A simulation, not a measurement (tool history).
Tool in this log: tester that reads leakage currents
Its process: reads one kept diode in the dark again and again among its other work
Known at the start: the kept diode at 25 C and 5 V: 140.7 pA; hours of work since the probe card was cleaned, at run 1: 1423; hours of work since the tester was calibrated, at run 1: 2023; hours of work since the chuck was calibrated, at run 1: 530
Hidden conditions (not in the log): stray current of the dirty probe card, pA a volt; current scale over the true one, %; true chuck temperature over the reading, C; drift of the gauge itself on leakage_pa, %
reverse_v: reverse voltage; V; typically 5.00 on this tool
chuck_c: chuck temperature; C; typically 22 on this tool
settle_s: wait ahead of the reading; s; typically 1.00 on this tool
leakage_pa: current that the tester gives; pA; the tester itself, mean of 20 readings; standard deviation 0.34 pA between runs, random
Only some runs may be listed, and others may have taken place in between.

run   hour  reverse_v  chuck_c  settle_s  hours of work since the probe card was cleaned  hours of work since the tester was calibrated  hours of work since the chuck was calibrated  leakage_pa
  1    0.0       5.00       22      1.00                                            1423                                           2023                                           530      108.47
      36.8  -- chuck's temperature calibrated
  2   75.4       5.00       29      1.00                                            1466                                           2067                                            23      188.79
  3  144.2       5.00       29      1.00                                            1507                                           2107                                            64      188.19
  4  223.9       5.00       29      1.00                                            1554                                           2155                                           111      187.13
  5  303.0       5.00       29      1.00                                            1601                                           2202                                           158      185.85
  6  399.7       5.00       29      1.00                                            1659                                           2259                                           215      185.84
     412.1  -- probe card cleaned and baked
  7  485.0       7.58       52      1.00                                              43                                           2308                                           264     1082.88
  8  578.5       6.65       43      2.02                                              99                                           2363                                           320      563.53
  9  631.0       6.65       43      2.02                                             130                                           2394                                           351      561.57
     697.0  -- probe card cleaned and baked, once more
 10  708.9       8.34       48      1.00                                               7                                           2439                                           395      865.40
 11  804.9       8.34       48      1.00                                              64                                           2496                                           452      864.74
 12  901.1       8.34       48      1.00                                             121                                           2553                                           509      853.74

Predict each of these 3 candidate next runs independently; none follows another, all start after run 12:
     977.1  -- chuck's temperature calibrated
  A  995.6       5.00       22      2.48                                             176                                           2608                                            11           ?
     977.1  -- chuck's temperature calibrated
  B  995.6       5.00       51      3.10                                             176                                           2608                                            11           ?
     977.1  -- chuck's temperature calibrated
  C  995.6      19.85       22      1.00                                             176                                           2608                                            11           ?

run  leakage_pa
  A      112.51
  B      868.74
  C      217.12
Take away the tool's hidden state, keep each run's random variation, and the runs would have read:
run  leakage_pa
  A      112.25
  B      869.89
  C      216.25
